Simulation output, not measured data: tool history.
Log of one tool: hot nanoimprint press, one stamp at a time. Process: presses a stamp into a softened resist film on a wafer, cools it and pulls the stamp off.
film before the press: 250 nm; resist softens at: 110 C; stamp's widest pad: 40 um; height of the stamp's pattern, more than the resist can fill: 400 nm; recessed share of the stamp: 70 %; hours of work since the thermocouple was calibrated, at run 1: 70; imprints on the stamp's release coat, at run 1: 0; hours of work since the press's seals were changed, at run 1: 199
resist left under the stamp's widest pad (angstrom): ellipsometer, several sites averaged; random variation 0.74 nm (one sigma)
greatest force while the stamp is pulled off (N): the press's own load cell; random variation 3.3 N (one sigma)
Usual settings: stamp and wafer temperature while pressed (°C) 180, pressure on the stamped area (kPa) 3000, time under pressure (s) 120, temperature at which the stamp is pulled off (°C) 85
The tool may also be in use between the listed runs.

| run | hour | stamp and wafer temperature while pressed (°C) | pressure on the stamped area (kPa) | time under pressure (s) | temperature at which the stamp is pulled off (°C) | hours of work since the thermocouple was calibrated | imprints on the stamp's release coat | hours of work since the press's seals were changed | resist left under the stamp's widest pad (angstrom) | greatest force while the stamp is pulled off (N) |
|---|---|---|---|---|---|---|---|---|---|---|
| 1 | 0.0 | 180 | 3000 | 120 | 85 | 70 | 0 | 199 | 932 | 215 |
| 2 | 35.6 | 180 | 3000 | 120 | 85 | 96 | 147 | 225 | 933 | 216 |
| 3 | 78.0 | 180 | 3000 | 185 | 85 | 127 | 322 | 256 | 791 | 224 |
| 4 | 121.1 | 180 | 3000 | 120 | 85 | 158 | 501 | 288 | 940 | 222 |
| 5 | 171.3 | 180 | 3000 | 221 | 85 | 195 | 708 | 325 | 746 | 236 |
| 6 | 234.5 | 180 | 3000 | 221 | 79 | 242 | 970 | 371 | 743 | 272 |
|  | 246.8 | stamp cleaned and given a new release coat |
| 7 | 282.2 | 180 | 3000 | 120 | 85 | 272 | 146 | 401 | 966 | 217 |
| 8 | 316.7 | 180 | 3000 | 120 | 85 | 297 | 289 | 427 | 968 | 228 |
|  | 361.8 | plate thermocouple calibrated |
| 9 | 371.9 | 185 | 3000 | 120 | 85 | 7 | 505 | 465 | 803 | 229 |
| 10 | 431.4 | 180 | 3000 | 120 | 85 | 51 | 752 | 509 | 937 | 233 |
|  | 496.3 | stamp cleaned and given a new release coat |
| 11 | 497.4 | 180 | 3000 | 153 | 85 | 95 | 5 | 552 | 869 | 212 |
| 12 | 554.0 | 180 | 3000 | 153 | 85 | 136 | 239 | 594 | 876 | 224 |
| 13 | 619.5 | 180 | 3000 | 120 | 85 | 184 | 510 | 642 | 976 | 236 |
| 14 | 679.1 | 180 | 3000 | 120 | 84 | 228 | 757 | 686 | 992 | 252 |
|  | 742.5 | stamp cleaned and given a new release coat |
| 15 | 749.8 | 180 | 3000 | 120 | 85 | 276 | 31 | 733 | 1003 | 211 |
| 16 | 803.5 | 180 | 3000 | 120 | 85 | 315 | 253 | 772 | 1007 | 228 |
|  | 823.2 | plate thermocouple calibrated |
| 17 | 855.6 | 180 | 2110 | 120 | 85 | 24 | 456 | 808 | 1128 | 223 |
| 18 | 909.3 | 180 | 2110 | 120 | 85 | 63 | 678 | 848 | 1134 | 235 |
| 19 | 954.9 | 177 | 2110 | 138 | 92 | 96 | 867 | 881 | 1192 | 214 |
|  | 991.7 | stamp cleaned and given a new release coat |
| 20 | 1019.9 | 177 | 2110 | 138 | 92 | 140 | 117 | 924 | 1215 | 199 |
| 21 | 1068.7 | 177 | 2110 | 138 | 92 | 175 | 319 | 960 | 1202 | 199 |
| 22 | 1103.0 | 177 | 2230 | 113 | 74 | 201 | 461 | 985 | 1286 | 262 |
| 23 | 1133.2 | 177 | 2230 | 113 | 74 | 223 | 586 | 1007 | 1271 | 275 |
| 24 | 1183.3 | 172 | 2230 | 204 | 74 | 259 | 793 | 1044 | 1247 | 283 |
|  | 1238.5 | stamp cleaned and given a new release coat |
| 25 | 1247.1 | 180 | 3000 | 98 | 79 | 302 | 35 | 1086 | 1083 | 246 |
|  | 1286.2 | plate thermocouple calibrated |
| 26 | 1300.4 | 169 | 3460 | 69 | 88 | 10 | 243 | 1123 | 1556 | 209 |
| 27 | 1331.5 | 169 | 3460 | 69 | 88 | 33 | 372 | 1146 | 1571 | 213 |
| 28 | 1362.0 | 169 | 3460 | 69 | 88 | 56 | 498 | 1168 | 1573 | 216 |
| 29 | 1399.4 | 183 | 2340 | 190 | 82 | 83 | 653 | 1196 | 807 | 241 |

Measured less the same run without the tool's hidden state. The same run-to-run variation is in both; the gauge's scatter may not be:
The hidden state here: true temperature over the reading, C; pressure that arrives at the usual setting, %; grip of the stamp's worn release coat, % over a new coat's; drift of the gauge itself on residual_nm, %; drift of the gauge itself on pull_off_n, %.
| run | resist left under the stamp's widest pad (angstrom) | greatest force while the stamp is pulled off (N) |
|---|---|---|
| 1 | +12 | +0 |
| 2 | +18 | +6 |
| 3 | +21 | +12 |
| 4 | +30 | +17 |
| 5 | +32 | +25 |
| 6 | +38 | +37 |
| 7 | +53 | +8 |
| 8 | +58 | +13 |
| 9 | +24 | +17 |
| 10 | +35 | +24 |
| 11 | +41 | +2 |
| 12 | +48 | +10 |
| 13 | +62 | +20 |
| 14 | +71 | +30 |
| 15 | +80 | +6 |
| 16 | +88 | +14 |
| 17 | +33 | +15 |
| 18 | +41 | +23 |
| 19 | +50 | +26 |
| 20 | +61 | +6 |
| 21 | +67 | +11 |
| 22 | +78 | +20 |
| 23 | +83 | +26 |
| 24 | +94 | +34 |
| 25 | +103 | +7 |
| 26 | +63 | +7 |
| 27 | +69 | +10 |
| 28 | +76 | +15 |
| 29 | +40 | +22 |
